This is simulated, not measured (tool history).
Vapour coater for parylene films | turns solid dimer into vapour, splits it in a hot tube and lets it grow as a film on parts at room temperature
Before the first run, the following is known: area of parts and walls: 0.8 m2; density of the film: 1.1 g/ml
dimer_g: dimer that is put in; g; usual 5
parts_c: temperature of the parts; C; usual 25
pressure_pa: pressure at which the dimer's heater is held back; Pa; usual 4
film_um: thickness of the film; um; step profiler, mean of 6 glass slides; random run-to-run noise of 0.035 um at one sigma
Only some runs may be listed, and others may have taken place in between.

Run 1, day 0: usual settings. Result: film_um 3.01 um.
At day 1.038: trap's valve overhauled.
Run 2, day 1.608: usual settings. Result: film_um 3.5 um.
Run 3, day 2.996: usual settings. Result: film_um 3.52 um.
Run 4, day 3.933: usual settings. Result: film_um 3.41 um.
Run 5, day 5.417: usual settings. Result: film_um 3.45 um.
Run 6, day 6.446: usual settings. Result: film_um 3.35 um.
Run 7, day 8.404: usual settings. Result: film_um 3.42 um.
Run 8, day 9.646: usual settings. Result: film_um 3.44 um.
Run 9, day 11.004: usual settings. Result: film_um 3.38 um.
Run 10, day 12.675: usual settings. Result: film_um 3.36 um.
Run 11, day 13.912: usual settings. Result: film_um 3.37 um.
Run 12, day 15.292: usual settings but dimer_g 4 g, pressure_pa 10.43 Pa. Result: film_um 2.37 um.
Run 13, day 17.108: usual settings but dimer_g 8 g, parts_c 19 C, pressure_pa 6.79 Pa. Result: film_um 6.38 um.
Run 14, day 18.85: usual settings but dimer_g 8 g, parts_c 19 C, pressure_pa 6.79 Pa. Result: film_um 6.44 um.
Run 15, day 20.954: usual settings but dimer_g 2 g, parts_c 18 C, pressure_pa 2.93 Pa. Result: film_um 1.82 um.
Run 16, day 23.188: usual settings but parts_c 20 C, pressure_pa 11.06 Pa. Result: film_um 3.58 um.
Run 17, day 24.688: usual settings but parts_c 19 C, pressure_pa 2.23 Pa. Result: film_um 4.51 um.
Run 18, day 26.442: usual settings but parts_c 19 C, pressure_pa 2.23 Pa. Result: film_um 4.4 um.
Run 19, day 27.921: usual settings but dimer_g 8 g, pressure_pa 9.47 Pa. Result: film_um 4.66 um.

Consider 4 possible next runs. They are alternatives, not a sequence: every one starts from the tool as it was left by run 19. What does each give?
Run A, day 29.979: usual settings but dimer_g 8 g, parts_c 31 C, pressure_pa 11.82 Pa. Result: film_um ?.
Run B, day 29.979: usual settings but dimer_g 7 g, parts_c 37 C, pressure_pa 5.88 Pa. Result: film_um ?.
Run C, day 29.979: usual settings but dimer_g 8 g, pressure_pa 3.45 Pa. Result: film_um ?.
Run D, day 29.979: usual settings but pressure_pa 3.89 Pa. Result: film_um ?.

run  film_um
  A     3.47
  B     2.61
  C     5.12
  D      3.2
With no hidden state in the tool, these same runs would have given:
run  film_um
  A     3.87
  B     2.91
  C      5.7
  D     3.56

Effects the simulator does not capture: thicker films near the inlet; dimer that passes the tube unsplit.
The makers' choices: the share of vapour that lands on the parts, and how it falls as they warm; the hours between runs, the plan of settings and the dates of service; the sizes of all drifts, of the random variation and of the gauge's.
